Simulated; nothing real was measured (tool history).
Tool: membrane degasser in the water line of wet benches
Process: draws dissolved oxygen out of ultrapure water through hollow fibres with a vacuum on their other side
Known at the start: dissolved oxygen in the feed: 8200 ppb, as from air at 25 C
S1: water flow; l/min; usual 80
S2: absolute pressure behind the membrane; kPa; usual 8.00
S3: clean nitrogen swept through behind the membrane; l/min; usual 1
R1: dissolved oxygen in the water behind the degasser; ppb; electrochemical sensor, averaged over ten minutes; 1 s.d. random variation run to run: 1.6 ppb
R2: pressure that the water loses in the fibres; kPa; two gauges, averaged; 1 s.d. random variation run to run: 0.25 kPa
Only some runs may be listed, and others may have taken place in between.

run,hour,S1,S2,S3,R1,R2
1,0.0,80,8.00,1,609.6,68.60
2,34.1,80,8.00,1,608.8,68.48
3,103.9,80,8.00,1,610.0,68.79
4,140.5,80,8.00,1,614.0,68.65
5,196.0,80,8.00,1,609.3,68.46
6,229.7,80,9.66,1,805.2,68.21
7,296.3,80,8.00,1,611.8,68.74
8,367.0,80,8.00,1,612.1,68.71
9,403.9,80,4.82,1,216.5,68.54

Run 10 has not been measured yet. What should we expect?
10,447.1,80,4.82,1,?,?

Run 10 gave R1 216.7 ppb, R2 68.41 kPa.
With no hidden state in the tool, this same run would have given R1 216.1 ppb, R2 67.90 kPa.
